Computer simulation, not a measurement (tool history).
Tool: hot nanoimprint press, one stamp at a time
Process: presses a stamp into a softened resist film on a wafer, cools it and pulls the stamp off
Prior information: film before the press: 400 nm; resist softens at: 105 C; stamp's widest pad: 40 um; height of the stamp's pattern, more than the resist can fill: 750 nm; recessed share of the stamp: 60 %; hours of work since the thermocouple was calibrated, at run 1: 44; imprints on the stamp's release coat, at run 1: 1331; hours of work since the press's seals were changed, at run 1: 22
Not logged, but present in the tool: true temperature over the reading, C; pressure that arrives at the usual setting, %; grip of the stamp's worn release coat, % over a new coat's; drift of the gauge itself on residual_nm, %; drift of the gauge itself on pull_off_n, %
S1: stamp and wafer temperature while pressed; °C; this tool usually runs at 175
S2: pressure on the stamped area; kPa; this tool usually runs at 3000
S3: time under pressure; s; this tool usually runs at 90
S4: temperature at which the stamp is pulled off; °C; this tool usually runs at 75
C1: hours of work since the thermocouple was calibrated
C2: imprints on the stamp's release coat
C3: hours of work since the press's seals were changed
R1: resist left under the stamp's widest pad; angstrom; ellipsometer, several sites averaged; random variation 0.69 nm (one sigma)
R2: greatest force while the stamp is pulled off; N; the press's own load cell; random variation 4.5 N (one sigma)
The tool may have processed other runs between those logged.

run 1 day=0 | S1=175 S2=3000 S3=90 S4=75 | C1=44 C2=1331 C3=22 | R1=1914 R2=222
run 2 day=1.017 | S1=175 S2=3000 S3=93 S4=75 | C1=56 C2=1412 C3=34 | R1=1870 R2=226
run 3 day=2.129 | S1=175 S2=3000 S3=103 S4=75 | C1=70 C2=1500 C3=48 | R1=1798 R2=221
run 4 day=2.771 | S1=175 S2=3000 S3=103 S4=75 | C1=78 C2=1551 C3=55 | R1=1780 R2=223
run 5 day=3.279 | S1=175 S2=3000 S3=103 S4=75 | C1=84 C2=1591 C3=62 | R1=1798 R2=213
run 6 day=3.946 | S1=175 S2=3000 S3=103 S4=75 | C1=92 C2=1644 C3=70 | R1=1785 R2=222
run 7 day=5.033 | S1=175 S2=3000 S3=103 S4=75 | C1=105 C2=1731 C3=83 | R1=1791 R2=225
run 8 day=5.525 | S1=163 S2=2700 S3=118 S4=68 | C1=111 C2=1770 C3=89 | R1=2861 R2=235
run 9 day=6.525 | S1=173 S2=2700 S3=158 S4=68 | C1=124 C2=1849 C3=101 | R1=1735 R2=243
run 10 day=7.538 | S1=181 S2=4600 S3=59 S4=67 | C1=136 C2=1930 C3=113 | R1=1407 R2=247
run 11 day=8.542 | S1=181 S2=4600 S3=59 S4=67 | C1=148 C2=2009 C3=126 | R1=1406 R2=248
-- day=9.45 stamp cleaned and given a new release coat
run 12 day=9.579 | S1=181 S2=4600 S3=59 S4=67 | C1=158 C2=10 C3=135 | R1=1405 R2=235
run 13 day=10.088 | S1=181 S2=4600 S3=59 S4=67 | C1=164 C2=50 C3=142 | R1=1402 R2=247
run 14 day=10.746 | S1=181 S2=4600 S3=59 S4=67 | C1=172 C2=103 C3=150 | R1=1407 R2=249

Predict each of these 5 candidate next runs independently; none follows another, all start after run 14:
run A day=11.262 | S1=173 S2=4600 S3=59 S4=79 | C1=178 C2=144 C3=156 | R1=? R2=?
run B day=11.262 | S1=177 S2=2350 S3=87 S4=67 | C1=178 C2=144 C3=156 | R1=? R2=?
run C day=11.262 | S1=183 S2=2580 S3=59 S4=67 | C1=178 C2=144 C3=156 | R1=? R2=?
run D day=11.262 | S1=173 S2=4600 S3=62 S4=60 | C1=178 C2=144 C3=156 | R1=? R2=?
run E day=11.262 | S1=175 S2=4010 S3=90 S4=72 | C1=178 C2=144 C3=156 | R1=? R2=?

run=A R1=1991 R2=216
run=B R1=1936 R2=242
run=C R1=1683 R2=249
run=D R1=1974 R2=259
run=E R1=1655 R2=225
With the hidden condition removed and each run's random variation left untouched, the same runs would have given:
run=A R1=2011 R2=216
run=B R1=1955 R2=242
run=C R1=1700 R2=249
run=D R1=1993 R2=259
run=E R1=1671 R2=225
